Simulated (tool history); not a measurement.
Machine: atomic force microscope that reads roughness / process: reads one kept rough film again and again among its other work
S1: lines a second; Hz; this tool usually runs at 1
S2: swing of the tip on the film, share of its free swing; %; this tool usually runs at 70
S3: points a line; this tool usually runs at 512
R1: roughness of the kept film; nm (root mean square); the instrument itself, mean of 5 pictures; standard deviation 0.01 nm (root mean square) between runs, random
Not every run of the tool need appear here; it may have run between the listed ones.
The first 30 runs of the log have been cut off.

run,hour,S1,S2,S3,R1
31,214.8,1.32,68,378,2.116
32,220.8,1.32,68,378,2.103
# hour 226.4: height scale calibrated on a step standard, once more
33,231.2,1.32,68,378,2.094
34,240.2,1.32,68,378,2.078
35,245.2,1.32,68,378,2.073
36,252.8,0.99,70,489,2.102
37,259.3,0.54,62,689,2.16
38,269,1,86,847,1.991
39,275.6,0.6,80,588,2.077
40,279.6,0.85,70,782,2.095
41,286.3,0.85,79,363,2.003
42,291.2,0.85,79,363,1.981
43,299.4,1.35,80,658,1.934
44,303.7,1.35,80,658,1.921
45,310.7,0.97,56,658,2.089
46,316.2,2.78,70,360,1.855
47,321.4,2.78,75,491,1.794
48,328.7,0.78,70,300,2.003
49,338.2,1.98,83,512,1.774
50,345.6,0.96,59,512,2.037
51,350.5,0.96,59,512,2.022
52,360.4,0.96,59,512,1.996
53,367.6,1.26,78,430,1.874
54,376.7,1.97,80,583,1.757

What if the next run were any one of these 3? Each begins from the tool's condition after run 54:
A,383,1,70,714,?
B,383,1.78,59,509,?
C,383,1.07,58,704,?

run,R1
A,1.953
B,1.948
C,1.991
Without the tool's unlogged condition, the same runs would have read:
run,R1
A,2.327
B,2.322
C,2.373

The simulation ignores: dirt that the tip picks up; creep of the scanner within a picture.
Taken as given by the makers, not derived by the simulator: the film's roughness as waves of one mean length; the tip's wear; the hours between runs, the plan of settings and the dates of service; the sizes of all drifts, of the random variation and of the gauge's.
